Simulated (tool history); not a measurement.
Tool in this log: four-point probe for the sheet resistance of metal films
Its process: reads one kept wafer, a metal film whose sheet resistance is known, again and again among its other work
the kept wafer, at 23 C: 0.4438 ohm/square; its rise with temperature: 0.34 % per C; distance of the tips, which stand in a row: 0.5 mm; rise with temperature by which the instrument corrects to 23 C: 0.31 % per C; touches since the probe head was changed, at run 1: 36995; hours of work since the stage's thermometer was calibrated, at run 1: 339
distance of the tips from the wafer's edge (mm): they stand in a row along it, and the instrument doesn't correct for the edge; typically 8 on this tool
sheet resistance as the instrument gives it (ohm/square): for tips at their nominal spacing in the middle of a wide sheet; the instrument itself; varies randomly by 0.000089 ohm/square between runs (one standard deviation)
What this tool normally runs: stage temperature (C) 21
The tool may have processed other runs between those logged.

run,hour,stage temperature (C),distance of the tips from the wafer's edge (mm),touches since the probe head was changed,hours of work since the stage's thermometer was calibrated,sheet resistance as the instrument gives it (ohm/square)
1,0,21,8,36995,339,0.44216
2,7.4,21,8,37212,342,0.442158
3,16.3,21,8,37472,347,0.442103
4,29.6,21,8,37862,353,0.442253
5,41.2,24,8,38202,359,0.442503
6,56.8,24,8,38660,366,0.442573
7,65.6,24,8,38916,371,0.442452
8,82.9,24,8,39423,379,0.442447
9,95.5,24,8,39794,386,0.442494
10,103.4,24,8,40024,389,0.442491
11,114.2,24,8,40340,395,0.44249
12,123.8,21,8,40623,399,0.441956
13,133.2,21,8,40897,404,0.442027
14,147.9,21,8,41328,411,0.441942
15,164.6,33,8,41817,419,0.443769
16,172.1,33,8,42036,423,0.443818
17,188.9,33,8,42530,431,0.443996
18,198.5,33,8,42812,436,0.44398
19,213.7,33,8,43257,444,0.443763
20,224.3,21,24,43569,449,0.441035
21,235.8,28,8,43905,454,0.443047
22,248.6,28,17,44280,461,0.442202
23,264,28,17,44732,468,0.442082
24,273.2,28,17,45001,473,0.442248
25,283.5,20,22,45302,478,0.440837
26,298.8,32,11,45749,485,0.443148
27,315.9,19,8,46252,494,0.441563
28,329.5,21,15,46649,500,0.441095
29,346,30,7,47132,509,0.44338
30,354,23,12,47368,513,0.441653
31,369.8,21,50,47830,520,0.440948
32,384.6,33,7,48264,528,0.443912
33,399.9,32,26,48714,535,0.442475
34,416.6,32,26,49203,543,0.442689
35,424.8,32,26,49441,547,0.442517
36,437.3,32,26,49809,553,0.442499
37,453,30,5,50267,561,0.444767
38,465.3,34,35,50629,567,0.442799
39,478.1,34,35,51004,574,0.442769
40,493.7,34,35,51460,581,0.442793
41,504.1,33,8,51765,586,0.443508
42,520.2,21,10,52237,594,0.441261
43,532.4,18,8,52594,600,0.441203
44,541.1,21,9,52850,604,0.441295
45,549.2,21,9,53087,608,0.441202

4 options for the next run, each taken on its own from the tool as it stands now. Forecast them:
A,557.2,23,9,53321,612,?
B,557.2,23,3,53321,612,?
C,557.2,21,7,53321,612,?
D,557.2,20,27,53321,612,?

run,sheet resistance as the instrument gives it (ohm/square)
A,0.441423
B,0.447531
C,0.441665
D,0.440318
The same runs, with their run-to-run variation unchanged, on a tool lacking any hidden condition would have given:
run,sheet resistance as the instrument gives it (ohm/square)
A,0.444334
B,0.450479
C,0.444576
D,0.443221

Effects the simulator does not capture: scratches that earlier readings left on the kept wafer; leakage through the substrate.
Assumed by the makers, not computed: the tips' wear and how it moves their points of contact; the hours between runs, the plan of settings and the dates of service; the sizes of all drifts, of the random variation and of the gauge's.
